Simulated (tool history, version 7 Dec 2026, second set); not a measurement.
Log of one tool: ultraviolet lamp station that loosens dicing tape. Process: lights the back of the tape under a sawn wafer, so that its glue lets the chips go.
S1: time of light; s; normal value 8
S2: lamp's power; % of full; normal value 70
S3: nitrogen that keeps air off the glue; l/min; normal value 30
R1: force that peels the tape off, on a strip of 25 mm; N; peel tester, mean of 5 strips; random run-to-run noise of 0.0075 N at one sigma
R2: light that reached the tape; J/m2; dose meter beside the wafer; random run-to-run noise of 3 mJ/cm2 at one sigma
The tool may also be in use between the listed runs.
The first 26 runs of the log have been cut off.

run 27 hour=185.6 | S1=13 S2=65 S3=10 | R1=0.286 R2=6880
run 28 hour=190.9 | S1=8 S2=70 S3=30 | R1=0.270 R2=4610
run 29 hour=200.9 | S1=15 S2=62 S3=21 | R1=0.219 R2=7560
run 30 hour=210.0 | S1=15 S2=64 S3=21 | R1=0.217 R2=7860
run 31 hour=214.6 | S1=11 S2=72 S3=54 | R1=0.211 R2=6460
run 32 hour=221.6 | S1=14 S2=88 S3=58 | R1=0.209 R2=10060
run 33 hour=228.1 | S1=15 S2=94 S3=36 | R1=0.196 R2=11490
run 34 hour=235.9 | S1=15 S2=94 S3=36 | R1=0.231 R2=11530
run 35 hour=242.3 | S1=15 S2=94 S3=36 | R1=0.229 R2=11600
run 36 hour=247.6 | S1=15 S2=98 S3=12 | R1=0.211 R2=12070
run 37 hour=252.6 | S1=15 S2=98 S3=12 | R1=0.206 R2=11860
run 38 hour=260.8 | S1=15 S2=98 S3=12 | R1=0.229 R2=12030
run 39 hour=268.8 | S1=4 S2=70 S3=15 | R1=1.035 R2=2290
run 40 hour=275.9 | S1=14 S2=70 S3=28 | R1=0.211 R2=8090
run 41 hour=284.7 | S1=8 S2=80 S3=30 | R1=0.249 R2=5190
run 42 hour=291.4 | S1=8 S2=94 S3=50 | R1=0.219 R2=6090

5 options for the next run, each taken on its own from the tool as it stands now. Forecast them:
run A hour=298.3 | S1=8 S2=63 S3=50 | R1=? R2=?
run B hour=298.3 | S1=8 S2=81 S3=17 | R1=? R2=?
run C hour=298.3 | S1=8 S2=79 S3=30 | R1=? R2=?
run D hour=298.3 | S1=15 S2=70 S3=15 | R1=? R2=?
run E hour=298.3 | S1=15 S2=98 S3=35 | R1=? R2=?

run=A R1=0.272 R2=4090
run=B R1=0.312 R2=5320
run=C R1=0.252 R2=5150
run=D R1=0.222 R2=8590
run=E R1=0.198 R2=11990
With no hidden state in the tool, these same runs would have given:
run=A R1=0.272 R2=4100
run=B R1=0.311 R2=5330
run=C R1=0.252 R2=5150
run=D R1=0.222 R2=8600
run=E R1=0.198 R2=12010
